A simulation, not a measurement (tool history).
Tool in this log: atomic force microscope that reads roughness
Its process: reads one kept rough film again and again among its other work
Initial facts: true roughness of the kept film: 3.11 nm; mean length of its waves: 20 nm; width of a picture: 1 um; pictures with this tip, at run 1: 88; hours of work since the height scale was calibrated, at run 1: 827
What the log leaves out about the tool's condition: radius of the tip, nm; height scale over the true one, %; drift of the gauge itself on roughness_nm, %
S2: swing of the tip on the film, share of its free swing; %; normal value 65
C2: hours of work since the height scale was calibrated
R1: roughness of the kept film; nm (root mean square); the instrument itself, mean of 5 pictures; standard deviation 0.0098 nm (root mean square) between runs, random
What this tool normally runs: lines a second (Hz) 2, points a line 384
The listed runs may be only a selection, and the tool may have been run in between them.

{"run": 1, "hour": 0.0, "lines a second (Hz)": 2, "S2": 65, "points a line": 384, "pictures with this tip": 88, "C2": 827, "R1": 1.542}
{"hour": 32.4, "done": "new tip fitted"}
{"run": 2, "hour": 34.4, "lines a second (Hz)": 2, "S2": 65, "points a line": 384, "pictures with this tip": 4, "C2": 848, "R1": 2.139}
{"run": 3, "hour": 67.7, "lines a second (Hz)": 2, "S2": 65, "points a line": 384, "pictures with this tip": 69, "C2": 868, "R1": 1.681}
{"run": 4, "hour": 91.4, "lines a second (Hz)": 2, "S2": 65, "points a line": 384, "pictures with this tip": 115, "C2": 883, "R1": 1.46}
{"hour": 111.1, "done": "new tip fitted"}
{"run": 5, "hour": 113.2, "lines a second (Hz)": 0.67, "S2": 65, "points a line": 384, "pictures with this tip": 4, "C2": 896, "R1": 2.18}
{"run": 6, "hour": 140.5, "lines a second (Hz)": 0.67, "S2": 57, "points a line": 384, "pictures with this tip": 57, "C2": 913, "R1": 1.833}
{"run": 7, "hour": 183.6, "lines a second (Hz)": 0.67, "S2": 57, "points a line": 384, "pictures with this tip": 141, "C2": 939, "R1": 1.469}
{"hour": 188.1, "done": "new tip fitted"}
{"run": 8, "hour": 226.2, "lines a second (Hz)": 0.54, "S2": 57, "points a line": 384, "pictures with this tip": 74, "C2": 965, "R1": 1.762}
{"hour": 265.0, "done": "new tip fitted"}
{"run": 9, "hour": 268.0, "lines a second (Hz)": 0.54, "S2": 57, "points a line": 587, "pictures with this tip": 6, "C2": 990, "R1": 2.246}
{"run": 10, "hour": 291.5, "lines a second (Hz)": 0.54, "S2": 66, "points a line": 587, "pictures with this tip": 52, "C2": 1005, "R1": 1.874}
{"run": 11, "hour": 322.6, "lines a second (Hz)": 0.54, "S2": 66, "points a line": 587, "pictures with this tip": 112, "C2": 1024, "R1": 1.574}
{"hour": 342.6, "done": "new tip fitted"}
{"run": 12, "hour": 348.6, "lines a second (Hz)": 1.09, "S2": 65, "points a line": 384, "pictures with this tip": 12, "C2": 1039, "R1": 2.123}
{"run": 13, "hour": 390.6, "lines a second (Hz)": 2, "S2": 65, "points a line": 384, "pictures with this tip": 94, "C2": 1065, "R1": 1.563}
{"hour": 420.8, "done": "new tip fitted"}
{"run": 14, "hour": 440.4, "lines a second (Hz)": 2, "S2": 65, "points a line": 384, "pictures with this tip": 38, "C2": 1095, "R1": 1.894}
{"run": 15, "hour": 473.2, "lines a second (Hz)": 2, "S2": 65, "points a line": 384, "pictures with this tip": 102, "C2": 1116, "R1": 1.486}
{"hour": 498.7, "done": "new tip fitted"}
{"run": 16, "hour": 500.5, "lines a second (Hz)": 2, "S2": 65, "points a line": 384, "pictures with this tip": 3, "C2": 1132, "R1": 2.186}
{"run": 17, "hour": 525.8, "lines a second (Hz)": 2, "S2": 65, "points a line": 881, "pictures with this tip": 52, "C2": 1147, "R1": 1.822}

Estimate the outcome of run 18 from the log above:
{"run": 18, "hour": 554.9, "lines a second (Hz)": 1.2, "S2": 65, "points a line": 629, "pictures with this tip": 109, "C2": 1165, "R1": "?"}

{"run 18": {"R1": 1.568}}
Take away the tool's hidden state, keep the run-to-run variation as it was, and the same run would have given R1 2.303 nm (root mean square).

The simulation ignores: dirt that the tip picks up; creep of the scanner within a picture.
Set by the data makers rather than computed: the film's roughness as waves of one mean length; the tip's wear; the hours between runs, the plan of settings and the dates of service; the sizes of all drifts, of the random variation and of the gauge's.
